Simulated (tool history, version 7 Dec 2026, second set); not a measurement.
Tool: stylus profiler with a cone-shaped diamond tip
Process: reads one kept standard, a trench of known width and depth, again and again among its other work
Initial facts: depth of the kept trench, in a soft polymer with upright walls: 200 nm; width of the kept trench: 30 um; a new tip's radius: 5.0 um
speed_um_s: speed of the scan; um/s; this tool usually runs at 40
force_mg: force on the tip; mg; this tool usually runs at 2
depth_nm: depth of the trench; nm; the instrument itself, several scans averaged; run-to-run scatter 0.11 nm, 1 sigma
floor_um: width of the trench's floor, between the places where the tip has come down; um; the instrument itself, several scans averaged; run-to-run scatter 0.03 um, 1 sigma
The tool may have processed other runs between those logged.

run   hour  speed_um_s  force_mg  depth_nm  floor_um
  1      0          40         2     202.2     26.92
  2   14.3          40         2    202.21     26.89
  3   26.6          40         2     202.2     26.92
  4   37.9         126         2    202.12     26.66
  5   53.3         126         2     202.2     26.66
  6   67.2          40         2    202.11     26.94
  7   80.2          40      2.13    202.09      26.9
  8   90.3          40      2.13     202.2     26.92
  9  104.5          40      2.13    202.13     26.93
 10  111.8          40         2    202.19      26.9
 11  119.4          40         2    202.03     26.92
 12  128.7          40         2    202.14      26.9
 13  142.3          11      0.92    201.41     26.96
 14  154.9          17      2.55    202.53     27.02
 15  168.9          12      3.68    203.22     26.99
 16  183.7          78      1.28    201.83     26.65
 17  196.1          36       3.9    203.48     26.87
 18  209.6          36       3.9    203.33     26.89
 19  223.2          38      1.79    202.05     26.88
 20  232.6          38      1.79    201.97     26.81
 21    248          38      1.35    201.64      26.9
 22  259.1          38      1.35    201.67     26.86
 23  268.2          21       1.1    201.38      26.9
 24    282          21       1.1    201.54     26.88

Forecast each of these 3 alternatives for the next run:
  A  297.1          40      1.24         ?         ?
  B  297.1          88       1.9         ?         ?
  C  297.1          59       1.1         ?         ?

run  depth_nm  floor_um
  A    201.51     26.76
  B    202.16     26.71
  C    201.58     26.72
Stripped of hidden state, with their random variation kept, the same runs would have yielded:
run  depth_nm  floor_um
  A    201.28     26.99
  B    201.94     26.94
  C    201.35     26.95

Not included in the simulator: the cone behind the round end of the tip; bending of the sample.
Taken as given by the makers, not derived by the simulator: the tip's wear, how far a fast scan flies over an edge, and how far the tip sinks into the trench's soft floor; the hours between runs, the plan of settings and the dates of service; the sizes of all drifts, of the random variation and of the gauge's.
